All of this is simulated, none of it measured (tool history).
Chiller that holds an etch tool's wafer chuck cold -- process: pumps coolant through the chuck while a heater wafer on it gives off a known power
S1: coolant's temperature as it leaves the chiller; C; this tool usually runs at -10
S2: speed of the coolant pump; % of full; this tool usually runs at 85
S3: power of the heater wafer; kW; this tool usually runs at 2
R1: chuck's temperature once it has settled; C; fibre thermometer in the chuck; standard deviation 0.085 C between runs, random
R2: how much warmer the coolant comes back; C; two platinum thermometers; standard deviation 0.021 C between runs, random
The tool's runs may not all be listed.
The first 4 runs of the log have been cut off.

run	hour	S1	S2	S3	R1	R2
5	384.3	-10	85	2	1.94	5.02
6	507.2	-10	85	2	1.78	4.98
7	616.7	-7	85	2	4.7	4.95
# hour 673.2: coolant changed, channels flushed
# hour 693.8: coolant pump overhauled
8	735.5	-7	85	2	4.82	4.96
9	839.3	-7	85	2	4.88	5
10	936.1	-10	85	2	1.75	4.98
11	1009.9	-10	85	1.352	-2.17	3.37
12	1077.9	-10	85	1.369	-2	3.36
13	1204.7	-10	85	1.369	-2.07	3.39
14	1303.6	-10	85	1.369	-2.24	3.43
15	1381.4	-10	85	2	1.53	5
16	1484	-10	85	2	1.64	4.96
17	1551.3	-10	85	2	1.78	5
18	1671.7	-10	85	2	1.72	4.94

What does the tool deliver on the next run?
19	1807.4	-10	85	2	?	?

Run 19 gave R1 1.49 C, R2 5.01 C.
With the hidden condition absent and the run-to-run variation left alone, this run would have shown R1 1.74 C, R2 5.01 C.
